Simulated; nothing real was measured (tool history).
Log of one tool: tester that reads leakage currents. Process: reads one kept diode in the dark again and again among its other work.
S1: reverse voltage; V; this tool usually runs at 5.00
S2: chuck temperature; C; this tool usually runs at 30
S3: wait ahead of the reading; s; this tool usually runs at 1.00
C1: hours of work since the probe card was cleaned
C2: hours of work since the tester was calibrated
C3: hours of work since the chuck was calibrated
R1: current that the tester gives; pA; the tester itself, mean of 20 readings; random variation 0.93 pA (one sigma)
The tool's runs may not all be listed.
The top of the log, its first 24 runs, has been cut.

run	hour	S1	S2	S3	C1	C2	C3	R1
25	1591.9	5.00	43	6.05	152	2381	1506	971.63
26	1634.0	1.40	50	1.00	180	2408	1534	962.73
# hour 1671.2: chuck's temperature calibrated
27	1715.8	5.00	33	5.61	232	2461	29	406.41
28	1802.0	3.15	41	5.61	289	2518	86	664.63
29	1869.5	5.42	41	5.61	334	2562	131	855.28
30	1931.2	5.42	41	0.81	374	2603	171	846.59
31	2014.4	5.42	41	0.81	429	2657	226	851.82
32	2101.1	5.00	30	7.92	486	2714	283	306.12
33	2143.6	1.51	30	4.61	514	2742	311	176.88
34	2208.1	1.51	30	4.61	556	2785	353	175.20
35	2287.9	2.61	42	1.00	609	2837	406	660.79
36	2348.8	1.14	53	2.60	649	2877	446	1115.57
37	2405.6	1.40	48	7.76	686	2915	483	814.27
38	2480.0	3.72	55	3.34	735	2964	532	2260.38
39	2526.5	3.72	55	3.34	766	2994	563	2249.14
40	2598.7	3.72	55	3.34	813	3042	610	2258.41

What if the next run were any one of these 4? Each begins from the tool's condition after run 40:
A	2682.9	3.72	44	3.34	869	3097	666	?
B	2682.9	8.79	55	8.70	869	3097	666	?
C	2682.9	5.00	30	8.54	869	3097	666	?
D	2682.9	2.43	55	3.34	869	3097	666	?

run	R1
A	921.19
B	3373.08
C	308.18
D	1847.81
The same runs, with their run-to-run variation unchanged, on a tool lacking any hidden condition would have given:
run	R1
A	920.88
B	3372.04
C	308.04
D	1847.25
